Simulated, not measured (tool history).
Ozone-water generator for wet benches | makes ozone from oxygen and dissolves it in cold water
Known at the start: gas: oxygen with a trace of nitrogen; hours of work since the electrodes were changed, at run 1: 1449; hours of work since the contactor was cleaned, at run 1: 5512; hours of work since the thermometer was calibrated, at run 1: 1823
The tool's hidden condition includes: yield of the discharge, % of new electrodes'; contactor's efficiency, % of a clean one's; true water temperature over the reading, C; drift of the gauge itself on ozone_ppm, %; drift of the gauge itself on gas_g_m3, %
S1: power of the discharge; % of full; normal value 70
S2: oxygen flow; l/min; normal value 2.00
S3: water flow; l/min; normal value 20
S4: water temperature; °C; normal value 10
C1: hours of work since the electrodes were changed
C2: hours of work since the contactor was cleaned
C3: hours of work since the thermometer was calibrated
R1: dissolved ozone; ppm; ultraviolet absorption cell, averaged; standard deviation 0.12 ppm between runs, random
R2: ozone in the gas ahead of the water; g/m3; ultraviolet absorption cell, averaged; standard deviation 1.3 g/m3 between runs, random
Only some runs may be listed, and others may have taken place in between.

| run | hour | S1 | S2 | S3 | S4 | C1 | C2 | C3 | R1 | R2 |
|---|---|---|---|---|---|---|---|---|---|---|
| 1 | 0.0 | 70 | 2.00 | 20 | 10 | 1449 | 5512 | 1823 | 11.1 | 230.4 |
| 2 | 52.3 | 70 | 2.00 | 14 | 10 | 1498 | 5562 | 1873 | 15.8 | 230.4 |
| 3 | 107.0 | 70 | 2.00 | 14 | 10 | 1550 | 5614 | 1925 | 16.0 | 230.6 |
| 4 | 186.0 | 70 | 2.00 | 14 | 10 | 1626 | 5689 | 2000 | 15.5 | 228.1 |
| 5 | 234.7 | 70 | 2.00 | 14 | 10 | 1672 | 5735 | 2046 | 15.6 | 230.4 |
| 6 | 328.7 | 70 | 2.00 | 14 | 10 | 1761 | 5825 | 2136 | 15.8 | 228.0 |
| 7 | 408.0 | 70 | 2.00 | 20 | 10 | 1837 | 5900 | 2211 | 11.3 | 228.4 |
| 8 | 501.6 | 70 | 2.00 | 20 | 5 | 1926 | 5989 | 2300 | 11.6 | 226.4 |
| 9 | 584.6 | 70 | 2.00 | 20 | 10 | 2005 | 6068 | 2379 | 11.3 | 230.1 |
| 10 | 672.7 | 70 | 2.00 | 20 | 10 | 2088 | 6152 | 2463 | 11.2 | 230.0 |
| 11 | 726.0 | 70 | 2.00 | 20 | 10 | 2139 | 6203 | 2514 | 11.1 | 228.1 |
| 12 | 771.3 | 70 | 2.00 | 20 | 10 | 2182 | 6246 | 2557 | 11.3 | 229.9 |
| 13 | 822.7 | 70 | 2.00 | 12 | 10 | 2231 | 6295 | 2606 | 18.0 | 226.7 |
| 14 | 915.4 | 70 | 2.00 | 12 | 10 | 2319 | 6383 | 2694 | 18.1 | 227.3 |
| 15 | 975.6 | 70 | 2.00 | 12 | 10 | 2377 | 6440 | 2751 | 17.8 | 227.4 |
| 16 | 1058.4 | 70 | 2.00 | 12 | 10 | 2455 | 6519 | 2830 | 18.1 | 228.5 |
| 17 | 1120.1 | 70 | 2.00 | 12 | 10 | 2514 | 6578 | 2888 | 17.9 | 227.8 |
| 18 | 1225.1 | 70 | 2.13 | 20 | 10 | 2614 | 6677 | 2988 | 11.2 | 219.0 |
| 19 | 1295.5 | 84 | 2.13 | 21 | 16 | 2681 | 6744 | 3055 | 11.8 | 251.8 |
| 20 | 1372.1 | 70 | 1.43 | 13 | 10 | 2754 | 6817 | 3128 | 16.0 | 276.8 |
| 21 | 1453.6 | 78 | 2.18 | 28 | 10 | 2831 | 6895 | 3206 | 8.8 | 232.7 |
| 22 | 1557.0 | 78 | 2.18 | 28 | 10 | 2930 | 6993 | 3304 | 8.6 | 231.6 |
| 23 | 1611.8 | 78 | 2.18 | 28 | 10 | 2982 | 7045 | 3356 | 8.7 | 234.0 |
| 24 | 1712.1 | 70 | 2.00 | 20 | 6 | 3077 | 7141 | 3452 | 11.3 | 227.5 |
| 25 | 1785.2 | 99 | 1.20 | 21 | 10 | 3147 | 7210 | 3521 | 12.2 | 397.7 |
| 26 | 1890.7 | 99 | 1.20 | 21 | 10 | 3247 | 7310 | 3621 | 12.2 | 398.1 |
| 27 | 1959.0 | 56 | 2.35 | 30 | 10 | 3312 | 7375 | 3686 | 6.6 | 174.5 |
| 28 | 2043.4 | 53 | 2.00 | 15 | 10 | 3392 | 7456 | 3767 | 12.0 | 184.6 |
| 29 | 2126.1 | 83 | 1.28 | 20 | 10 | 3471 | 7534 | 3845 | 11.5 | 336.7 |
| 30 | 2192.2 | 83 | 2.70 | 16 | 5 | 3534 | 7597 | 3908 | 17.1 | 214.1 |
| 31 | 2261.1 | 83 | 2.70 | 16 | 5 | 3599 | 7663 | 3974 | 17.1 | 212.1 |
| 32 | 2362.4 | 42 | 2.00 | 20 | 11 | 3696 | 7759 | 4070 | 7.6 | 154.5 |

Results per run with the tool's hidden condition removed, run-to-run variation unchanged:
| run | R2 |
|---|---|
| 1 | 230.5 |
| 2 | 230.6 |
| 3 | 230.9 |
| 4 | 228.6 |
| 5 | 231.0 |
| 6 | 228.8 |
| 7 | 229.4 |
| 8 | 227.6 |
| 9 | 231.5 |
| 10 | 231.6 |
| 11 | 229.8 |
| 12 | 231.7 |
| 13 | 228.6 |
| 14 | 229.4 |
| 15 | 229.6 |
| 16 | 230.9 |
| 17 | 230.4 |
| 18 | 221.7 |
| 19 | 255.0 |
| 20 | 280.6 |
| 21 | 236.1 |
| 22 | 235.2 |
| 23 | 237.8 |
| 24 | 231.3 |
| 25 | 404.9 |
| 26 | 405.7 |
| 27 | 177.8 |
| 28 | 188.3 |
| 29 | 343.8 |
| 30 | 218.8 |
| 31 | 216.9 |
| 32 | 158.1 |
R1: within 0.1 ppm of the measured result in every run.
